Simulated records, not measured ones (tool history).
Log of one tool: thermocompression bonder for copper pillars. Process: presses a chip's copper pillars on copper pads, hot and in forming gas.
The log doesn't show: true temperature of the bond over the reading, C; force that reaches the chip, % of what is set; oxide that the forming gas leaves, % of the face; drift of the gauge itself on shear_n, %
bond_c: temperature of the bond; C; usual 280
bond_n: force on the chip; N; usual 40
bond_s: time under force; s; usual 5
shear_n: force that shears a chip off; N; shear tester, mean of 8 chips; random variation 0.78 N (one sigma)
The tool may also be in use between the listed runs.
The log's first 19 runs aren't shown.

run	day	bond_c	bond_n	bond_s	hours of work since the heater was calibrated	hours of work since the force cell was calibrated	hours of work since the gas filter was changed	shear_n
20	17.079	280	45	3	228	515	54	55.4
21	18.208	280	45	3	241	528	68	54.7
22	18.912	280	45	6	250	537	76	66.6
23	20.217	280	49	3	266	552	92	57.3
24	21.183	280	53	3	277	564	103	59.6
25	22.379	280	29	8	292	579	118	56.8
26	22.992	280	29	8	299	586	125	58.2
27	24.212	280	25	3	314	601	140	35.3
28	25.021	280	25	3	324	611	150	35.9
29	25.646	280	25	3	331	618	157	38.1
30	26.646	280	32	5	343	630	170	52
31	27.296	298	40	5	351	638	177	71.4
32	28.071	270	40	5	361	647	187	52
33	28.992	280	26	15	372	659	198	67.5
34	29.588	272	40	5	379	666	205	55.6
35	30.392	272	40	5	389	676	215	55.2

5 ways to go on from here, each from the tool as it stands after run 35. What would each give?
A	31.438	256	25	3	401	688	227	?
B	31.438	280	40	7	401	688	227	?
C	31.438	262	40	5	401	688	227	?
D	31.438	280	32	5	401	688	227	?
E	31.438	280	50	10	401	688	227	?

run	shear_n
A	26
B	66.7
C	48.2
D	52.7
E	82.6
Without the tool's hidden state the same runs would have given:
run	shear_n
A	26.2
B	67
C	48.4
D	52.9
E	82.8
